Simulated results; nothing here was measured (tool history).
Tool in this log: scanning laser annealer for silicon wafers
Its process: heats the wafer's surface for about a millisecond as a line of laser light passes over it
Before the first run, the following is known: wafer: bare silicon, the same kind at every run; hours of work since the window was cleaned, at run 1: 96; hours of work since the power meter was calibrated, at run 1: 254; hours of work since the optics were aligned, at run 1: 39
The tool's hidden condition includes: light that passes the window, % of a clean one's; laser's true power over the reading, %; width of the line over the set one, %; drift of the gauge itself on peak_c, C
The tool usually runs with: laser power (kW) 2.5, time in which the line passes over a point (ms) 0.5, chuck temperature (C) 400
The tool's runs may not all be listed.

run,hour,laser power (kW),time in which the line passes over a point (ms),chuck temperature (C),hours of work since the window was cleaned,hours of work since the power meter was calibrated,hours of work since the optics were aligned,highest temperature of the surface (C)
1,0,2.5,0.5,400,96,254,39,1136
2,6.4,2.5,0.5,400,101,258,43,1135
3,15.1,2.5,0.5,400,108,265,50,1134
4,19.5,2.5,0.5,400,111,268,53,1136
5,26.5,2.5,0.5,400,116,274,59,1134
6,34.4,2.5,0.5,400,122,280,65,1129
7,42.5,2.5,0.5,368,129,286,71,1101
8,49.2,2.5,0.5,368,134,291,76,1099
9,57.3,2.5,0.5,377,140,297,82,1110
10,65.9,2.5,0.5,400,146,304,89,1133
11,72.4,2.5,0.5,400,151,309,94,1128
12,78.3,2.5,0.5,400,156,313,98,1135
13,88.3,2.5,0.5,400,164,321,106,1131
14,95.8,2.5,0.5,400,169,327,112,1130
15,102.3,2.5,0.5,400,174,332,117,1128
16,108.6,2.5,0.5,400,179,337,122,1133
17,118.2,2.203,0.5,400,186,344,129,1034
18,123.9,2.203,0.5,400,191,348,133,1038
19,132.5,2.391,0.5,400,197,355,140,1096
20,139.1,2.5,0.5,363,202,360,145,1090
# hour 141.8: window over the wafer cleaned
21,150.5,2.5,0.5,363,7,367,152,1091
22,157,2.284,0.5,381,12,372,157,1042
23,166.2,2.284,0.5,381,19,379,164,1044
# hour 172.6: window over the wafer cleaned, once more
24,172.6,2.5,0.5,392,0,382,167,1126
25,178.1,2.748,0.418,376,4,387,172,1112
26,183.9,2.5,0.5,393,9,391,176,1129
27,193,2.385,0.5,393,16,398,183,1089
28,199.2,2.521,0.5,400,20,403,188,1139
29,206.1,2.48,0.42,402,26,408,193,1060
30,213.6,2.5,0.62,383,31,414,199,1209
31,222.1,2.144,0.379,383,38,420,205,914
32,229.9,2.654,0.572,383,44,426,211,1223
33,238.5,2.152,0.394,390,50,433,218,938
34,246.3,2.654,0.594,434,56,439,224,1293
35,250.6,2.5,0.449,408,60,442,227,1096
36,259.9,2.5,0.386,413,67,449,234,1045
37,266.4,2.366,0.399,400,72,454,239,1008
38,274.6,2.366,0.399,400,78,460,245,1008
39,279,2.366,0.399,400,81,464,249,1006
40,283.1,2.235,0.479,371,84,467,252,1002
41,292.7,2.235,0.479,371,92,474,259,1003

Below, some changes in highest temperature of the surface (C) between adjacent runs. For each, the amount present without the hidden state too (settings, incoming material, random variation) and the amount remaining for the hidden state with gauge scatter not shared by both compared results:
Run 2 -> 3: nothing adjusted, nothing logged. highest temperature of the surface (C) -1: hidden state +1, all else -2.
Run 23 -> 24: laser power (kW) 2.284 -> 2.5, chuck temperature (C) 381 -> 392, window over the wafer cleaned, once more. highest temperature of the surface (C) +82: hidden state +6, all else +76.
Run 30 -> 31: laser power (kW) 2.5 -> 2.144, time in which the line passes over a point (ms) 0.62 -> 0.379. highest temperature of the surface (C) -295: hidden state +1, all else -296.
Run 31 -> 32: laser power (kW) 2.144 -> 2.654, time in which the line passes over a point (ms) 0.379 -> 0.572. highest temperature of the surface (C) +309: hidden state +0, all else +309.
Run 33 -> 34: laser power (kW) 2.152 -> 2.654, time in which the line passes over a point (ms) 0.394 -> 0.594, chuck temperature (C) 390 -> 434. highest temperature of the surface (C) +355: hidden state -2, all else +357.

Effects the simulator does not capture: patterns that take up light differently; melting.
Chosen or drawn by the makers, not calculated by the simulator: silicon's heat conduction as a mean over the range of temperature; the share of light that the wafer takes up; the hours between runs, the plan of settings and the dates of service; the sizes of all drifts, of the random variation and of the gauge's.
